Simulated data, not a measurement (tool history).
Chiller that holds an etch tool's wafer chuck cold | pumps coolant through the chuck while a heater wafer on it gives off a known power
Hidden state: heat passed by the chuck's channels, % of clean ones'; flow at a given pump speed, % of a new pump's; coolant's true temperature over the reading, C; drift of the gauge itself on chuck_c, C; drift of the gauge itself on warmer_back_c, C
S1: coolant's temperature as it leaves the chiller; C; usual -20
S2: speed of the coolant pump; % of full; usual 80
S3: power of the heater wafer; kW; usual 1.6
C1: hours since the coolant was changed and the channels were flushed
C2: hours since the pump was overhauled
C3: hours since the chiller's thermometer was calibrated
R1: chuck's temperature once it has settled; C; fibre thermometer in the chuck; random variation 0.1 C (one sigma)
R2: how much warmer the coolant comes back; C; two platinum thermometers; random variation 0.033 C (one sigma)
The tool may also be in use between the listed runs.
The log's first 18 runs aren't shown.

{"run": 19, "hour": 571.7, "S1": -11, "S2": 93, "S3": 1.588, "C1": 3607, "C2": 1731, "C3": 563, "R1": -2.3, "R2": 4.02}
{"run": 20, "hour": 605.8, "S1": -11, "S2": 93, "S3": 1.588, "C1": 3641, "C2": 1766, "C3": 597, "R1": -2.4, "R2": 3.92}
{"run": 21, "hour": 629.1, "S1": -11, "S2": 62, "S3": 2.134, "C1": 3664, "C2": 1789, "C3": 620, "R1": 6.4, "R2": 8.23}
{"run": 22, "hour": 648.4, "S1": -20, "S2": 72, "S3": 1.103, "C1": 3683, "C2": 1808, "C3": 639, "R1": -12.3, "R2": 3.67}
{"run": 23, "hour": 675.8, "S1": -20, "S2": 72, "S3": 1.103, "C1": 3711, "C2": 1836, "C3": 667, "R1": -12.2, "R2": 3.63}
{"run": 24, "hour": 721.8, "S1": -20, "S2": 72, "S3": 1.103, "C1": 3757, "C2": 1882, "C3": 713, "R1": -12.3, "R2": 3.64}
{"run": 25, "hour": 748.2, "S1": -20, "S2": 72, "S3": 1.103, "C1": 3783, "C2": 1908, "C3": 739, "R1": -12.3, "R2": 3.74}
{"run": 26, "hour": 786.8, "S1": -20, "S2": 72, "S3": 1.103, "C1": 3822, "C2": 1947, "C3": 778, "R1": -12.3, "R2": 3.69}
{"run": 27, "hour": 817.0, "S1": -26, "S2": 82, "S3": 1.669, "C1": 3852, "C2": 1977, "C3": 808, "R1": -15.7, "R2": 4.71}
{"run": 28, "hour": 845.3, "S1": -29, "S2": 73, "S3": 0.84, "C1": 3880, "C2": 2005, "C3": 836, "R1": -23.1, "R2": 2.68}
{"run": 29, "hour": 878.2, "S1": -21, "S2": 89, "S3": 0.996, "C1": 3913, "C2": 2038, "C3": 869, "R1": -15.2, "R2": 2.64}
{"run": 30, "hour": 920.1, "S1": -16, "S2": 72, "S3": 2.183, "C1": 3955, "C2": 2080, "C3": 911, "R1": -0.8, "R2": 7.29}
{"run": 31, "hour": 944.4, "S1": -21, "S2": 60, "S3": 0.968, "C1": 3979, "C2": 2104, "C3": 935, "R1": -13.1, "R2": 3.84}

Forecast each of these 5 alternatives for the next run:
{"run": "A", "hour": 982.7, "S1": -18, "S2": 83, "S3": 1.6, "C1": 4018, "C2": 2142, "C3": 974, "R1": "?", "R2": "?"}
{"run": "B", "hour": 982.7, "S1": -21, "S2": 60, "S3": 0.923, "C1": 4018, "C2": 2142, "C3": 974, "R1": "?", "R2": "?"}
{"run": "C", "hour": 982.7, "S1": -28, "S2": 60, "S3": 2.264, "C1": 4018, "C2": 2142, "C3": 974, "R1": "?", "R2": "?"}
{"run": "D", "hour": 982.7, "S1": -18, "S2": 79, "S3": 0.968, "C1": 4018, "C2": 2142, "C3": 974, "R1": "?", "R2": "?"}
{"run": "E", "hour": 982.7, "S1": -20, "S2": 88, "S3": 1.6, "C1": 4018, "C2": 2142, "C3": 974, "R1": "?", "R2": "?"}

run=A R1=-8.4 R2=4.53
run=B R1=-13.2 R2=3.71
run=C R1=-9 R2=9.12
run=D R1=-11.7 R2=2.93
run=E R1=-10.8 R2=4.27
Without the tool's hidden state the same runs would have given:
run=A R1=-8.4 R2=4.53
run=B R1=-13.3 R2=3.7
run=C R1=-9 R2=9.11
run=D R1=-11.7 R2=2.92
run=E R1=-10.8 R2=4.26

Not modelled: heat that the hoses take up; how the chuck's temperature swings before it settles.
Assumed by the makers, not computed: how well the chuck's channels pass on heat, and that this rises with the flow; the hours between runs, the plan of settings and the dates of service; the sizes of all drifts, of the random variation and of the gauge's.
